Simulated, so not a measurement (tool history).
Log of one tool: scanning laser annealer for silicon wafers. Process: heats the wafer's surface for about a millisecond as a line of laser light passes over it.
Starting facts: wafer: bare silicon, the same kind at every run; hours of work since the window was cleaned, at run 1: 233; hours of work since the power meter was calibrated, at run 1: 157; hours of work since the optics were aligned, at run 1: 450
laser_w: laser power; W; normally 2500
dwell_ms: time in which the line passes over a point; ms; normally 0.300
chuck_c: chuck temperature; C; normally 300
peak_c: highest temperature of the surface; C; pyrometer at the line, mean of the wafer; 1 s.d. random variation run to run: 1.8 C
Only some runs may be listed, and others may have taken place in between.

run   hour  laser_w  dwell_ms  chuck_c  hours of work since the window was cleaned  hours of work since the power meter was calibrated  hours of work since the optics were aligned  peak_c
  1    0.0     2500     0.300      300                                         233                                                 157                                          450    1004
  2   10.5     2500     0.300      300                                         238                                                 162                                          455    1005
  3   20.4     2500     0.214      300                                         242                                                 167                                          459     896
  4   30.5     2500     0.214      300                                         247                                                 172                                          464     895
  5   41.6     2500     0.214      300                                         252                                                 177                                          469     895
  6   49.3     2500     0.214      300                                         256                                                 181                                          473     894
  7   55.8     2500     0.214      300                                         259                                                 184                                          476     896
  8   65.4     2500     0.300      300                                         264                                                 188                                          481    1002
  9   71.9     2500     0.225      300                                         267                                                 191                                          484     909
 10   79.5     2500     0.225      300                                         270                                                 195                                          487     911
 11   86.4     2500     0.225      300                                         274                                                 198                                          491     907
 12   93.0     2500     0.225      300                                         277                                                 201                                          494     910
 13  105.0     2500     0.225      300                                         282                                                 207                                          499     908
 14  111.5     2500     0.300      300                                         285                                                 210                                          503    1004
 15  117.3     2500     0.300      311                                         288                                                 213                                          505    1010
 16  127.1     2500     0.300      300                                         293                                                 217                                          510    1000
 17  132.5     2500     0.300      300                                         295                                                 220                                          513    1002
 18  144.7     2500     0.326      300                                         301                                                 226                                          518    1030
 19  151.4     2500     0.326      318                                         304                                                 229                                          521    1051
 20  161.6     2587     0.300      300                                         309                                                 234                                          526    1028
 21  173.0     2587     0.330      288                                         314                                                 239                                          532    1045
 22  183.5     2205     0.362      316                                         319                                                 244                                          537     996
 23  189.8     2205     0.362      316                                         322                                                 247                                          540     993
 24  200.0     2721     0.300      328                                         327                                                 252                                          544    1094
 25  211.7     2721     0.300      328                                         333                                                 257                                          550    1088
 26  222.8     2585     0.300      323                                         338                                                 263                                          555    1046
 27  233.3     2633     0.285      305                                         343                                                 268                                          560    1020
 28  244.9     2466     0.246      330                                         349                                                 273                                          566     956
 29  251.6     2500     0.300      302                                         352                                                 276                                          569     998
 30  262.3     2500     0.227      283                                         357                                                 281                                          574     890
 31  267.7     2252     0.326      268                                         359                                                 284                                          577     920
 32  279.7     2565     0.357      319                                         365                                                 290                                          582    1099
 33  286.4     2565     0.357      319                                         368                                                 293                                          585    1102
 34  299.1     2500     0.300      309                                         374                                                 299                                          591    1004
 35  310.4     2485     0.300      273                                         380                                                 304                                          597     969
 36  323.1     2420     0.300      264                                         386                                                 310                                          603     939
 37  330.2     2500     0.355      300                                         389                                                 313                                          606    1056
 38  341.0     2500     0.355      300                                         394                                                 319                                          611    1055
 39  351.9     2500     0.355      300                                         399                                                 324                                          616    1053
 40  361.1     2500     0.355      300                                         404                                                 328                                          621    1055

Each row is a separate what-if for the run after 40, all from the same tool condition, not one after another. Results?
  A  369.3     2559     0.300      267                                         407                                                 332                                          625       ?
  B  369.3     2174     0.361      294                                         407                                                 332                                          625       ?
  C  369.3     2500     0.271      295                                         407                                                 332                                          625       ?
  D  369.3     2505     0.342      303                                         407                                                 332                                          625       ?
  E  369.3     2326     0.280      275                                         407                                                 332                                          625       ?

run  peak_c
  A     977
  B     955
  C     961
  D    1045
  E     898
Had the tool no hidden state, the same runs would have come out as:
run  peak_c
  A    1005
  B     981
  C     986
  D    1074
  E     922
